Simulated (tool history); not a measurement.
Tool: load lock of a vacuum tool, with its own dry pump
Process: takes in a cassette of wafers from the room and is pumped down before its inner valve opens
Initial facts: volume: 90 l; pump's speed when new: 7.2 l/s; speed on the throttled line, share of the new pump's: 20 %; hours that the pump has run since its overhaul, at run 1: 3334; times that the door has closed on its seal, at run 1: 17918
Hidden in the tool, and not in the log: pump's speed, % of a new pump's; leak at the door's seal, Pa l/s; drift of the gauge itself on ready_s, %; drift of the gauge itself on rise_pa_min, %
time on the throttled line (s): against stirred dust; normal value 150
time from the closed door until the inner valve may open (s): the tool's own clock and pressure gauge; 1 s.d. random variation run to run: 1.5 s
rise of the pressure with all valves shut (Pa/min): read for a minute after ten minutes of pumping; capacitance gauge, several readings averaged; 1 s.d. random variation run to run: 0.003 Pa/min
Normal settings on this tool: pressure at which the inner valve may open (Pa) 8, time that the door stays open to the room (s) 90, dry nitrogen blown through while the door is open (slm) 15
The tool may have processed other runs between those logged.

run    hour  time on the throttled line (s)  pressure at which the inner valve may open (Pa)  time that the door stays open to the room (s)  dry nitrogen blown through while the door is open (slm)  hours that the pump has run since its overhaul  times that the door has closed on its seal  incoming humidity of the room's air, %  time from the closed door until the inner valve may open (s)  rise of the pressure with all valves shut (Pa/min)
  1       0                             150                                                8                                             90                                                       15                                            3334                                       17918                                    45.2                                                           247                                               0.099
  2   174.8                             150                                                8                                             90                                                       15                                            3509                                       18413                                    45.2                                                         245.3                                               0.103
  3   352.4                             150                                                8                                             90                                                       15                                            3687                                       18916                                    48.7                                                         247.7                                               0.113
  4   468.7                             150                                                8                                             90                                                       15                                            3803                                       19245                                    43.5                                                         248.9                                               0.111
  5   569.5                             150                                                8                                             90                                                       15                                            3904                                       19530                                    47.5                                                         245.8                                               0.115
  6   694.6                             150                                                8                                            103                                                       15                                            4029                                       19884                                      45                                                         247.3                                               0.121
  7   860.3                             150                                                8                                             90                                                       15                                            4195                                       20353                                    44.9                                                         248.3                                               0.113
  8     980                             150                                                8                                             90                                                       15                                            4314                                       20692                                    45.3                                                         246.7                                               0.116
  9  1080.5                             150                                                8                                             90                                                       15                                            4415                                       20977                                    41.3                                                         247.3                                               0.123
 10  1200.3                             150                                               12                                             90                                                       15                                            4535                                       21316                                      44                                                         241.9                                               0.121
 11  1392.7                             150                                               12                                             90                                                       15                                            4727                                       21860                                    45.8                                                         242.4                                               0.131
 12  1534.1                             150                                               12                                             90                                                       15                                            4868                                       22261                                    44.4                                                         243.2                                               0.135
 13  1693.8                             195                                               12                                             90                                                       15                                            5028                                       22713                                    42.6                                                         276.6                                               0.133
 14  1903.9                             150                                                6                                             90                                                       15                                            5238                                       23308                                    47.3                                                         256.2                                               0.139
 15  2073.6                             150                                                6                                             90                                                       15                                            5408                                       23788                                    41.1                                                         254.9                                               0.141
 16  2167.4                             150                                                6                                             90                                                       15                                            5502                                       24053                                    43.7                                                         255.4                                               0.145
 17  2394.1                             150                                                6                                             90                                                       15                                            5728                                       24695                                    46.1                                                         254.1                                               0.149
 18  2565.2                             150                                                8                                             90                                                       17                                            5899                                       25179                                    42.9                                                         248.9                                               0.145
 19    2713                             150                                                8                                             90                                                       17                                            6047                                       25598                                    45.1                                                         249.2                                               0.152
 20  2811.3                             150                                                8                                             90                                                       17                                            6146                                       25876                                    44.5                                                         249.5                                               0.159
 21  3029.8                             150                                                8                                             90                                                       14                                            6364                                       26495                                    42.5                                                           250                                               0.151
 22  3207.4                             117                                               10                                             90                                                       10                                            6542                                       26997                                    45.2                                                         222.6                                               0.166
 23  3399.5                             104                                                9                                             72                                                       25                                            6734                                       27541                                    43.7                                                           213                                               0.154
 24  3495.7                              85                                                8                                             36                                                       15                                            6830                                       27813                                    46.2                                                         204.7                                               0.153
 25  3644.9                             280                                               15                                            110                                                       15                                            6979                                       28236                                    44.6                                                         345.3                                               0.173
 26  3746.7                             280                                               15                                            110                                                       15                                            7081                                       28524                                    45.3                                                         339.9                                               0.176
 27  3907.2                             118                                                9                                            110                                                       33                                            7241                                       28978                                    47.3                                                         225.9                                               0.175
 28  4074.5                             118                                                9                                            110                                                       33                                            7409                                       29452                                    46.1                                                         225.5                                               0.175
 29  4300.5                             118                                                9                                            110                                                        5                                            7635                                       30092                                    45.3                                                         224.8                                               0.201
 30  4425.1                             118                                                9                                            110                                                        5                                            7759                                       30444                                    42.6                                                         225.7                                               0.213
 31  4626.6                             150                                               14                                            221                                                       14                                            7961                                       31015                                      43                                                         242.3                                               0.209
 32  4724.4                             150                                               14                                            221                                                       14                                            8059                                       31292                                    40.5                                                         245.4                                               0.221
 33  4881.8                             150                                               14                                             76                                                       14                                            8216                                       31737                                    47.6                                                         243.1                                               0.194
 34  5093.1                             150                                               14                                            197                                                       14                                            8427                                       32335                                    44.8                                                         245.5                                               0.229
 35  5236.4                             150                                                6                                             90                                                       15                                            8571                                       32741                                    46.1                                                         259.4                                               0.203
 36  5453.8                             233                                               12                                             90                                                       15                                            8788                                       33356                                    43.5                                                           314                                                0.21

Table of differences, measured result less the result of that run with no hidden state. Run-to-run variation is the same in both. Gauge scatter possibly is not:
run  time from the closed door until the inner valve may open (s)  rise of the pressure with all valves shut (Pa/min)
  1                                                          +7.1                                              +0.073
  2                                                          +7.3                                              +0.074
  3                                                          +7.7                                              +0.078
  4                                                          +7.9                                              +0.079
  5                                                            +8                                              +0.082
  6                                                          +8.2                                              +0.085
  7                                                          +8.5                                              +0.085
  8                                                          +8.7                                              +0.089
  9                                                          +8.9                                              +0.093
 10                                                          +8.4                                              +0.092
 11                                                          +8.9                                              +0.096
 12                                                          +9.2                                                +0.1
 13                                                          +8.4                                              +0.103
 14                                                         +10.7                                              +0.106
 15                                                           +11                                              +0.109
 16                                                         +11.2                                              +0.112
 17                                                         +11.5                                              +0.117
 18                                                         +11.5                                              +0.119
 19                                                         +11.8                                              +0.121
 20                                                           +12                                              +0.126
 21                                                         +12.4                                              +0.127
 22                                                           +13                                              +0.132
 23                                                         +13.8                                              +0.136
 24                                                         +15.3                                              +0.137
 25                                                          +8.6                                              +0.141
 26                                                          +8.5                                              +0.142
 27                                                         +14.5                                              +0.146
 28                                                         +14.8                                              +0.151
 29                                                         +15.2                                              +0.154
 30                                                         +15.4                                               +0.16
 31                                                           +14                                               +0.16
 32                                                         +14.3                                              +0.166
 33                                                         +14.4                                              +0.168
 34                                                         +14.9                                              +0.177
 35                                                         +17.2                                              +0.177
 36                                                         +12.9                                              +0.184
